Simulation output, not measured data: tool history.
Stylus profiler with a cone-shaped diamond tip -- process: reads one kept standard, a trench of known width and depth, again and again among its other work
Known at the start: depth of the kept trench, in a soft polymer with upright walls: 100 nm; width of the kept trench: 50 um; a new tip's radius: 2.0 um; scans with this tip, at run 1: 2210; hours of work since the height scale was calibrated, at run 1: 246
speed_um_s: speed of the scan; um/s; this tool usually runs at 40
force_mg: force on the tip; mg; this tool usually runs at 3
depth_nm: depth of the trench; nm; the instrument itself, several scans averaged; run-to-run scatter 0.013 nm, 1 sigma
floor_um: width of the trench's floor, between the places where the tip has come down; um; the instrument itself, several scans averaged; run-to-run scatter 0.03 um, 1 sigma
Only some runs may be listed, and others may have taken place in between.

| run | day | speed_um_s | force_mg | scans with this tip | hours of work since the height scale was calibrated | depth_nm | floor_um |
|---|---|---|---|---|---|---|---|
| 1 | 0 | 40 | 3 | 2210 | 246 | 101.64 | 48.51 |
| 2 | 2.496 | 40 | 3 | 2564 | 286 | 101.66 | 48.55 |
| 3 | 4.454 | 40 | 3 | 2843 | 317 | 101.64 | 48.53 |
| 4 | 5.475 | 40 | 1.98 | 2988 | 333 | 101.26 | 48.54 |
| 5 | 7.438 | 40 | 1.2 | 3266 | 364 | 100.93 | 48.45 |
| 6 | 9.162 | 18 | 3 | 3512 | 392 | 101.63 | 48.61 |
| 7 | 10.204 | 18 | 3 | 3660 | 408 | 101.66 | 48.56 |
| 8 | 11.621 | 18 | 3 | 3861 | 431 | 101.65 | 48.6 |
| 9 | 13.162 | 18 | 3 | 4080 | 455 | 101.66 | 48.59 |
| 10 | 15.583 | 18 | 3 | 4424 | 493 | 101.69 | 48.58 |
| 11 | 16.925 | 18 | 3 | 4615 | 515 | 101.68 | 48.53 |
| 12 | 18.208 | 40 | 3.35 | 4798 | 535 | 101.81 | 48.45 |
| 13 | 19.742 | 40 | 1.84 | 5015 | 559 | 101.24 | 48.45 |
| 14 | 22.129 | 66 | 3 | 5355 | 597 | 101.7 | 48.36 |
| 15 | 23.517 | 66 | 3 | 5552 | 619 | 101.72 | 48.32 |
| 16 | 25.488 | 66 | 3 | 5832 | 650 | 101.68 | 48.35 |
| 17 | 27.042 | 66 | 3 | 6053 | 675 | 101.67 | 48.38 |
| 18 | 28.092 | 40 | 3 | 6202 | 692 | 101.72 | 48.46 |
| 19 | 29.312 | 40 | 2.35 | 6375 | 711 | 101.47 | 48.43 |
| 20 | 31.05 | 40 | 2.35 | 6622 | 739 | 101.47 | 48.43 |
| 21 | 32.154 | 40 | 2.35 | 6779 | 756 | 101.48 | 48.38 |
| 22 | 33.879 | 32 | 3 | 7024 | 783 | 101.75 | 48.43 |
| 23 | 36.1 | 83 | 1.5 | 7340 | 819 | 101.11 | 48.15 |
| 24 | 37.667 | 42 | 2.77 | 7563 | 844 | 101.65 | 48.41 |
| 25 | 39.121 | 67 | 1.35 | 7769 | 867 | 101.07 | 48.16 |
| 26 | 40.192 | 16 | 3.89 | 7921 | 884 | 102.03 | 48.52 |
| 27 | 42.446 | 41 | 1.08 | 8242 | 919 | 100.95 | 48.25 |
| 28 | 44.296 | 41 | 1.08 | 8505 | 949 | 100.94 | 48.31 |
| 29 | 45.425 | 154 | 4.72 | 8665 | 966 | 102.33 | 48.1 |
| 30 | 46.433 | 25 | 1.31 | 8808 | 982 | 101.05 | 48.37 |
| 31 | 48.583 | 25 | 1.31 | 9114 | 1017 | 101.05 | 48.41 |
| 32 | 50.829 | 37 | 3.85 | 9433 | 1052 | 102.05 | 48.39 |
| 33 | 52.162 | 42 | 3.85 | 9623 | 1073 | 102.04 | 48.38 |
| 34 | 53.504 | 40 | 3.88 | 9813 | 1095 | 102.09 | 48.45 |
| 35 | 54.888 | 31 | 1.92 | 10010 | 1116 | 101.35 | 48.37 |
| 36 | 56.383 | 40 | 1.32 | 10222 | 1140 | 101.04 | 48.25 |
| 37 | 58.733 | 27 | 1.45 | 10556 | 1177 | 101.15 | 48.32 |
| 38 | 60.092 | 27 | 1.45 | 10749 | 1199 | 101.15 | 48.34 |

Consider 3 possible next runs. They are alternatives, not a sequence: every one starts from the tool as it was left by run 38. What does each give?
| A | 62.229 | 55 | 3 | 11053 | 1233 | ? | ? |
| B | 62.229 | 116 | 3.78 | 11053 | 1233 | ? | ? |
| C | 62.229 | 27 | 1.77 | 11053 | 1233 | ? | ? |

| run | depth_nm | floor_um |
|---|---|---|
| A | 101.76 | 48.3 |
| B | 102.05 | 48.09 |
| C | 101.29 | 48.34 |
Without the tool's hidden state the same runs would have given:
| run | depth_nm | floor_um |
|---|---|---|
| A | 101.6 | 48.58 |
| B | 101.89 | 48.37 |
| C | 101.13 | 48.62 |
